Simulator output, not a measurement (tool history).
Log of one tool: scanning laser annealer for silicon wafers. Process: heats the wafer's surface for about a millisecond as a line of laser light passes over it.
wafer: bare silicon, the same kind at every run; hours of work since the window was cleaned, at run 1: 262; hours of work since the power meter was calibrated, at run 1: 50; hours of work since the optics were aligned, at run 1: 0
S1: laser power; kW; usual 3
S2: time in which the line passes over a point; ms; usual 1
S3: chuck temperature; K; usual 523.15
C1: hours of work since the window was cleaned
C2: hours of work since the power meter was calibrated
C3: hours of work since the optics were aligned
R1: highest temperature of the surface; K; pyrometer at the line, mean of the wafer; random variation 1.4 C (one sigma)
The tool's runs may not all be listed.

run	hour	S1	S2	S3	C1	C2	C3	R1
1	0	3	1	523.15	262	50	0	1310.15
2	35.6	3	1	523.15	290	77	28	1312.15
3	67.1	3	1	523.15	314	102	52	1314.15
4	123.8	3	1	551.15	359	146	97	1339.15
5	168.6	3	1	551.15	393	181	132	1340.15
# hour 174.1: window over the wafer cleaned
6	218.6	3	1	551.15	35	219	169	1342.15
7	269.8	3	1	551.15	75	259	209	1338.15
8	297.3	3.081	1	551.15	96	280	230	1362.15
9	339	3.081	1	551.15	129	313	263	1362.15
10	370.4	2.769	1	551.15	153	337	287	1277.15
11	407	2.769	1	551.15	182	366	316	1279.15
12	444.3	2.713	1	523.15	211	395	345	1234.15
13	483.2	2.713	1	523.15	241	425	375	1236.15
14	537.5	3	1	523.15	283	467	418	1313.15
15	595.2	3	1	523.15	328	512	463	1312.15
16	654	3	1	523.15	374	558	509	1312.15
# hour 687.1: window over the wafer cleaned
17	690.1	3	1	523.15	2	585	535	1315.15
18	714.7	3	1	523.15	22	604	554	1314.15
19	767.7	3	1	523.15	63	645	596	1312.15
20	805.6	3	1	523.15	92	675	625	1313.15
21	837.5	3	1	523.15	117	700	650	1312.15
22	868.4	3.059	1.04	529.15	141	724	674	1350.15
23	928.4	3	1.21	523.15	188	771	721	1395.15
24	981.4	2.61	0.79	546.15	230	812	762	1151.15
25	1015.6	3	0.73	552.15	256	839	789	1218.15
26	1042.4	3	0.73	552.15	277	860	810	1221.15
27	1089.6	2.629	0.79	558.15	314	896	847	1168.15
28	1114.6	3	0.99	548.15	334	916	866	1332.15
29	1145.3	2.703	0.9	523.15	357	940	890	1193.15
30	1177.1	3.295	0.81	523.15	382	965	915	1299.15
# hour 1199: window over the wafer cleaned
31	1229.9	2.741	0.95	539.15	24	1004	955	1241.15
32	1263	2.741	0.95	539.15	50	1030	981	1239.15
33	1287.7	3.232	0.95	539.15	69	1049	1000	1366.15
34	1338	3	0.87	523.15	108	1089	1039	1257.15
35	1395	3	0.87	523.15	153	1133	1084	1254.15
36	1432.8	3	0.87	523.15	182	1163	1113	1257.15
37	1467.9	3	0.87	523.15	210	1190	1140	1256.15
38	1525.8	3.129	0.73	489.15	255	1235	1186	1187.15
39	1574.8	3.129	0.75	502.15	293	1273	1224	1209.15
40	1614.6	3	0.78	523.15	324	1304	1255	1217.15

How the hidden state differs across the entries between the runs, from the last listed run before each to the first after it:
Between runs 5 and 6: window over the wafer cleaned (hour 174.1)
  light that passes the window, % of a clean one's: 99.91 -> 99.99
Between runs 16 and 17: window over the wafer cleaned (hour 687.1)
  light that passes the window, % of a clean one's: 99.91 -> 99.99
Between runs 30 and 31: window over the wafer cleaned (hour 1199)
  light that passes the window, % of a clean one's: 99.9 -> 99.99
